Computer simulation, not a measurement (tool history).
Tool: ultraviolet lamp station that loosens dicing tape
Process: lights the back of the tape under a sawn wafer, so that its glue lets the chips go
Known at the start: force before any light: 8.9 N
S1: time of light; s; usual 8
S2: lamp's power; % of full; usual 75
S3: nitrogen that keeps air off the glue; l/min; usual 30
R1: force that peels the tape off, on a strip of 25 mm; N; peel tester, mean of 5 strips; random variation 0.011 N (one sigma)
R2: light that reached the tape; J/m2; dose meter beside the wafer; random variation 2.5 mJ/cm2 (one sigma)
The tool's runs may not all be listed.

{"run": 1, "hour": 0.0, "S1": 8, "S2": 75, "S3": 30, "R1": 0.928, "R2": 2260}
{"run": 2, "hour": 20.0, "S1": 8, "S2": 75, "S3": 30, "R1": 0.932, "R2": 2260}
{"run": 3, "hour": 32.9, "S1": 8, "S2": 75, "S3": 30, "R1": 0.907, "R2": 2220}
{"run": 4, "hour": 47.3, "S1": 8, "S2": 75, "S3": 30, "R1": 0.973, "R2": 2220}
{"run": 5, "hour": 64.2, "S1": 8, "S2": 75, "S3": 30, "R1": 0.965, "R2": 2210}
{"run": 6, "hour": 78.0, "S1": 8, "S2": 79, "S3": 30, "R1": 0.86, "R2": 2290}
{"run": 7, "hour": 102.6, "S1": 8, "S2": 79, "S3": 30, "R1": 0.878, "R2": 2260}
{"run": 8, "hour": 128.1, "S1": 8, "S2": 90, "S3": 30, "R1": 0.67, "R2": 2630}
{"run": 9, "hour": 144.3, "S1": 8, "S2": 90, "S3": 30, "R1": 0.685, "R2": 2600}
{"hour": 146.0, "done": "window cleaned of glue's vapour"}
{"run": 10, "hour": 157.9, "S1": 8, "S2": 90, "S3": 30, "R1": 0.751, "R2": 2450}
{"run": 11, "hour": 185.2, "S1": 8, "S2": 90, "S3": 30, "R1": 0.76, "R2": 2410}
{"run": 12, "hour": 205.9, "S1": 8, "S2": 90, "S3": 30, "R1": 0.752, "R2": 2420}
{"run": 13, "hour": 227.7, "S1": 8, "S2": 90, "S3": 30, "R1": 0.777, "R2": 2400}
{"run": 14, "hour": 245.3, "S1": 8, "S2": 93, "S3": 30, "R1": 0.757, "R2": 2470}
{"run": 15, "hour": 257.7, "S1": 7, "S2": 94, "S3": 54, "R1": 0.836, "R2": 2130}
{"hour": 263.1, "done": "window cleaned of glue's vapour, once more"}
{"run": 16, "hour": 271.7, "S1": 7, "S2": 94, "S3": 54, "R1": 0.544, "R2": 2580}
{"run": 17, "hour": 285.6, "S1": 4, "S2": 94, "S3": 45, "R1": 1.82, "R2": 1470}
{"run": 18, "hour": 306.7, "S1": 6, "S2": 75, "S3": 14, "R1": 1.911, "R2": 1730}
{"run": 19, "hour": 333.2, "S1": 4, "S2": 64, "S3": 9, "R1": 3.967, "R2": 960}
{"run": 20, "hour": 350.2, "S1": 13, "S2": 76, "S3": 30, "R1": 0.246, "R2": 3790}
{"run": 21, "hour": 367.4, "S1": 5, "S2": 81, "S3": 33, "R1": 1.761, "R2": 1520}
{"run": 22, "hour": 388.7, "S1": 5, "S2": 99, "S3": 33, "R1": 1.299, "R2": 1920}
{"run": 23, "hour": 416.2, "S1": 6, "S2": 75, "S3": 30, "R1": 1.6, "R2": 1700}
{"run": 24, "hour": 437.2, "S1": 5, "S2": 62, "S3": 21, "R1": 2.977, "R2": 1160}
{"run": 25, "hour": 457.2, "S1": 11, "S2": 64, "S3": 51, "R1": 0.548, "R2": 2560}
{"run": 26, "hour": 480.9, "S1": 14, "S2": 67, "S3": 56, "R1": 0.235, "R2": 3410}
{"run": 27, "hour": 499.5, "S1": 4, "S2": 75, "S3": 37, "R1": 2.765, "R2": 1100}
{"run": 28, "hour": 526.6, "S1": 8, "S2": 75, "S3": 11, "R1": 1.509, "R2": 2170}

3 ways to go on from here, each from the tool as it stands after run 28. What would each give?
{"run": "A", "hour": 546.5, "S1": 8, "S2": 74, "S3": 30, "R1": "?", "R2": "?"}
{"run": "B", "hour": 546.5, "S1": 8, "S2": 75, "S3": 27, "R1": "?", "R2": "?"}
{"run": "C", "hour": 546.5, "S1": 8, "S2": 89, "S3": 10, "R1": "?", "R2": "?"}

run=A R1=1.060 R2=2100
run=B R1=1.048 R2=2140
run=C R1=1.172 R2=2570
Without the tool's hidden state the same runs would have given:
run=A R1=0.504 R2=2890
run=B R1=0.499 R2=2950
run=C R1=0.572 R2=3530
